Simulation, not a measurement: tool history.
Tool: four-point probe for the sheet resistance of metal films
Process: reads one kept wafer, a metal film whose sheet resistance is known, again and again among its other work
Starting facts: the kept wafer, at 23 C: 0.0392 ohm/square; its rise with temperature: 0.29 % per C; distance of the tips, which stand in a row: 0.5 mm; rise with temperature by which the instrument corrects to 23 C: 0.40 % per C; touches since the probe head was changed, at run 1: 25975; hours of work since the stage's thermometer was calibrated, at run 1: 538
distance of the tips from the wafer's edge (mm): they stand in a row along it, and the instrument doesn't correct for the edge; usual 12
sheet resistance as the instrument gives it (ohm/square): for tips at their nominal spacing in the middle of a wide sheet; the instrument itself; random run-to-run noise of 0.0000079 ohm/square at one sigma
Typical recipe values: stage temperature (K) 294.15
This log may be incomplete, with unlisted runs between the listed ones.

run     day  stage temperature (K)  distance of the tips from the wafer's edge (mm)  touches since the probe head was changed  hours of work since the stage's thermometer was calibrated  sheet resistance as the instrument gives it (ohm/square)
  1       0                 294.15                                               12                                     25975                                                         538                                                  0.039176
  2   0.433                 294.15                                               22                                     26361                                                         546                                                  0.039126
  3   0.829                 294.15                                               12                                     26710                                                         553                                                  0.039166
  4   1.617                 294.15                                               12                                     27412                                                         568                                                  0.039165
  5   2.021                 294.15                                               12                                     27771                                                         576                                                  0.039168
  6   2.588                 293.15                                               12                                     28273                                                         587                                                  0.039199
  7   3.325                 293.15                                               12                                     28930                                                         601                                                  0.039202
  8   3.967                 293.15                                               12                                     29500                                                         613                                                  0.039215
  9   4.675                 294.15                                                3                                     30128                                                         627                                                  0.039694
      4.762  -- stage's thermometer calibrated
 10   5.408                 294.15                                                3                                     30762                                                          12                                                  0.039688
 11   5.825                 306.15                                               12                                     31132                                                          20                                                   0.03861
 12   6.258                 294.15                                                8                                     31517                                                          29                                                  0.039188
 13   6.646                 294.15                                                8                                     31864                                                          36                                                  0.039198
 14   7.104                 294.15                                                8                                     32268                                                          45                                                  0.039169
      7.612  -- stage's thermometer calibrated, once more
 15     7.9                 304.15                                               59                                     32959                                                           6                                                   0.03868
 16   8.671                 304.15                                               59                                     33644                                                          20                                                  0.038703
 17     9.1                 304.15                                               58                                     34027                                                          29                                                  0.038703
 18   9.612                 304.15                                               58                                     34479                                                          38                                                  0.038692
 19   9.996                 292.15                                               60                                     34821                                                          46                                                  0.039244
 20  10.354                 291.15                                               15                                     35142                                                          52                                                  0.039303
 21  10.892                 291.15                                               15                                     35617                                                          63                                                    0.0393
 22  11.512                 302.15                                                3                                     36169                                                          75                                                  0.039357
 23    12.3                 302.15                                                3                                     36869                                                          90                                                  0.039339
 24  12.896                 301.15                                               18                                     37400                                                         101                                                  0.038825
 25  13.358                 301.15                                               18                                     37811                                                         110                                                  0.038844

Predict the results of run 26:
 26  14.083                 306.15                                                9                                     38453                                                         124                                                         ?

sheet resistance as the instrument gives it (ohm/square): 0.038669
Had the tool carried no hidden state, the very same run would have given sheet resistance as the instrument gives it (ohm/square) 0.038825.
